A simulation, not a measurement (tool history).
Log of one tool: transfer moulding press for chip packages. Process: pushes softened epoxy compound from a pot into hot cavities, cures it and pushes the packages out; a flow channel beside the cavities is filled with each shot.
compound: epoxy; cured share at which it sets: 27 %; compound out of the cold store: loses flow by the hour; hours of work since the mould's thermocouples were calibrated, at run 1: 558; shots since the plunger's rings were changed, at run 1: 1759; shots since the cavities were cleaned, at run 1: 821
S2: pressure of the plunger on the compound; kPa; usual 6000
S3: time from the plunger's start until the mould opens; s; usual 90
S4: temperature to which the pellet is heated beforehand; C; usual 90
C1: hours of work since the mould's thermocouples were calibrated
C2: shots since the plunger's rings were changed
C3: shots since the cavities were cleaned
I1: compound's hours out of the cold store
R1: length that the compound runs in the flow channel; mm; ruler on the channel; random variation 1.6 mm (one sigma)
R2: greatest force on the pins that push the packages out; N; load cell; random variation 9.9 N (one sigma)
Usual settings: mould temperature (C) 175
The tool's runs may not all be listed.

run 1 hour=0 | mould_temperature_(C)=175 S2=6000 S3=90 S4=90 | C1=558 C2=1759 C3=821 | I1=32.6 | R1=656 R2=805
-- hour=11.3 cavities cleaned with cleaning compound and waxed
run 2 hour=69.5 | mould_temperature_(C)=175 S2=6000 S3=90 S4=90 | C1=605 C2=2636 C3=751 | I1=14.5 | R1=725 R2=827
-- hour=91.3 cavities cleaned with cleaning compound and waxed
-- hour=108.6 plunger's sealing rings changed
-- hour=115.1 mould's thermocouples calibrated
run 3 hour=120.7 | mould_temperature_(C)=175 S2=6000 S3=90 S4=90 | C1=4 C2=130 C3=322 | I1=13 | R1=748 R2=668
run 4 hour=168 | mould_temperature_(C)=175 S2=6000 S3=90 S4=90 | C1=37 C2=740 C3=932 | I1=12.1 | R1=750 R2=846
-- hour=175.4 cavities cleaned with cleaning compound and waxed
run 5 hour=205.1 | mould_temperature_(C)=175 S2=6000 S3=90 S4=90 | C1=61 C2=1200 C3=383 | I1=33.2 | R1=656 R2=686
-- hour=251.7 cavities cleaned with cleaning compound and waxed
run 6 hour=265.9 | mould_temperature_(C)=175 S2=6000 S3=90 S4=90 | C1=102 C2=1965 C3=184 | I1=37.8 | R1=633 R2=596
run 7 hour=314.3 | mould_temperature_(C)=175 S2=6000 S3=90 S4=90 | C1=135 C2=2590 C3=809 | I1=42.8 | R1=611 R2=792
-- hour=327.3 cavities cleaned with cleaning compound and waxed
-- hour=355.2 plunger's sealing rings changed
run 8 hour=372.4 | mould_temperature_(C)=175 S2=5050 S3=90 S4=90 | C1=173 C2=222 C3=549 | I1=28.9 | R1=622 R2=747
-- hour=409.7 cavities cleaned with cleaning compound and waxed
run 9 hour=411.3 | mould_temperature_(C)=178 S2=5050 S3=90 S4=90 | C1=199 C2=704 C3=19 | I1=26.8 | R1=624 R2=443
run 10 hour=477.6 | mould_temperature_(C)=178 S2=5050 S3=90 S4=90 | C1=244 C2=1561 C3=876 | I1=12 | R1=674 R2=760
-- hour=488.5 cavities cleaned with cleaning compound and waxed
run 11 hour=541 | mould_temperature_(C)=175 S2=6090 S3=90 S4=90 | C1=287 C2=2359 C3=677 | I1=12.5 | R1=744 R2=798
-- hour=563.7 cavities cleaned with cleaning compound and waxed
run 12 hour=571.8 | mould_temperature_(C)=175 S2=6000 S3=90 S4=90 | C1=307 C2=2738 C3=105 | I1=25.1 | R1=682 R2=568
-- hour=600.2 plunger's sealing rings changed
-- hour=641.7 cavities cleaned with cleaning compound and waxed
run 13 hour=641.7 | mould_temperature_(C)=174 S2=6000 S3=90 S4=90 | C1=353 C2=516 C3=0 | I1=10.8 | R1=762 R2=531
run 14 hour=707 | mould_temperature_(C)=175 S2=6000 S3=90 S4=87 | C1=398 C2=1359 C3=843 | I1=19.2 | R1=716 R2=851
-- hour=718 cavities cleaned with cleaning compound and waxed
run 15 hour=767 | mould_temperature_(C)=176 S2=5940 S3=90 S4=87 | C1=438 C2=2114 C3=632 | I1=43.7 | R1=607 R2=733
-- hour=794.9 cavities cleaned with cleaning compound and waxed
run 16 hour=837.3 | mould_temperature_(C)=176 S2=6710 S3=118 S4=87 | C1=486 C2=3002 C3=548 | I1=23.9 | R1=720 R2=648
-- hour=844 plunger's sealing rings changed
-- hour=873.1 cavities cleaned with cleaning compound and waxed
run 17 hour=896.6 | mould_temperature_(C)=171 S2=4870 S3=100 S4=85 | C1=524 C2=660 C3=303 | I1=24.4 | R1=638 R2=746
run 18 hour=937.2 | mould_temperature_(C)=171 S2=4870 S3=100 S4=85 | C1=552 C2=1183 C3=826 | I1=22.7 | R1=641 R2=874
-- hour=952.5 cavities cleaned with cleaning compound and waxed
run 19 hour=1005.8 | mould_temperature_(C)=182 S2=6000 S3=111 S4=90 | C1=598 C2=2050 C3=688 | I1=24.2 | R1=672 R2=698
-- hour=1027.5 cavities cleaned with cleaning compound and waxed
run 20 hour=1048.1 | mould_temperature_(C)=182 S2=6000 S3=111 S4=90 | C1=626 C2=2577 C3=267 | I1=23.5 | R1=672 R2=569
-- hour=1061.1 mould's thermocouples calibrated
-- hour=1093.3 plunger's sealing rings changed
run 21 hour=1096.7 | mould_temperature_(C)=182 S2=4870 S3=111 S4=90 | C1=23 C2=44 C3=836 | I1=11.3 | R1=664 R2=719
-- hour=1109.3 cavities cleaned with cleaning compound and waxed
run 22 hour=1145.6 | mould_temperature_(C)=175 S2=6000 S3=72 S4=90 | C1=56 C2=655 C3=467 | I1=45.9 | R1=610 R2=912
-- hour=1185.1 cavities cleaned with cleaning compound and waxed
run 23 hour=1215.6 | mould_temperature_(C)=169 S2=7460 S3=92 S4=81 | C1=103 C2=1539 C3=393 | I1=47.7 | R1=680 R2=829
-- hour=1262.1 cavities cleaned with cleaning compound and waxed
run 24 hour=1279.9 | mould_temperature_(C)=172 S2=5570 S3=82 S4=90 | C1=146 C2=2350 C3=229 | I1=18.8 | R1=688 R2=801
-- hour=1339.3 plunger's sealing rings changed
-- hour=1340.8 cavities cleaned with cleaning compound and waxed
run 25 hour=1340.8 | mould_temperature_(C)=172 S2=5570 S3=82 S4=90 | C1=185 C2=0 C3=0 | I1=13 | R1=724 R2=656

Forecast each of these 5 alternatives for the next run:
run A hour=1375.4 | mould_temperature_(C)=179 S2=5540 S3=82 S4=81 | C1=209 C2=447 C3=447 | I1=28.6 | R1=? R2=?
run B hour=1375.4 | mould_temperature_(C)=179 S2=4840 S3=82 S4=89 | C1=209 C2=447 C3=447 | I1=35.3 | R1=? R2=?
run C hour=1375.4 | mould_temperature_(C)=179 S2=6850 S3=103 S4=90 | C1=209 C2=447 C3=447 | I1=12.6 | R1=? R2=?
run D hour=1375.4 | mould_temperature_(C)=172 S2=6450 S3=82 S4=92 | C1=209 C2=447 C3=447 | I1=8.4 | R1=? R2=?
run E hour=1375.4 | mould_temperature_(C)=175 S2=5280 S3=90 S4=98 | C1=209 C2=447 C3=447 | I1=45.5 | R1=? R2=?

run=A R1=644 R2=688
run=B R1=577 R2=674
run=C R1=785 R2=633
run=D R1=803 R2=1004
run=E R1=574 R2=695
Without the tool's hidden state the same runs would have given:
run=A R1=649 R2=434
run=B R1=581 R2=424
run=C R1=791 R2=400
run=D R1=809 R2=632
run=E R1=578 R2=439

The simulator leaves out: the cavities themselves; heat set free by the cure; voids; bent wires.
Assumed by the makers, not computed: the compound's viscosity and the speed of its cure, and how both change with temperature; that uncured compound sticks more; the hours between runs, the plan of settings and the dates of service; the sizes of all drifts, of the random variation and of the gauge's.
